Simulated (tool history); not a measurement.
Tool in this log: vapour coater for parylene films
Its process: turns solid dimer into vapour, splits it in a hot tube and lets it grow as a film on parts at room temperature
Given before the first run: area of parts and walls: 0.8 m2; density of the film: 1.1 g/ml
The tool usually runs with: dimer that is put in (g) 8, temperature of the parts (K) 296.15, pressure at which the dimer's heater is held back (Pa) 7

run,hour,dimer that is put in (g),temperature of the parts (K),pressure at which the dimer's heater is held back (Pa),thickness of the film (nm)
1,0,8,296.15,7,5380
2,27.3,8,296.15,7,5280
3,44.9,8,296.15,8.86,5110
4,72.2,8,296.15,7,5330
5,91.3,8,289.15,7,7040
6,117.4,8,289.15,7,7130
7,138.6,8,296.15,7,5140
8,160.6,8,296.15,7,5190
9,185,8,296.15,7,5190
10,211.5,12,295.15,8.51,7940

Run 11 has not been measured yet. What should we expect?
11,238.5,12,295.15,8.51,?

Run 11 produced thickness of the film (nm) 7800.
Take away the tool's hidden state, keep the run-to-run variation as it was, and the same run would have given thickness of the film (nm) 8250.
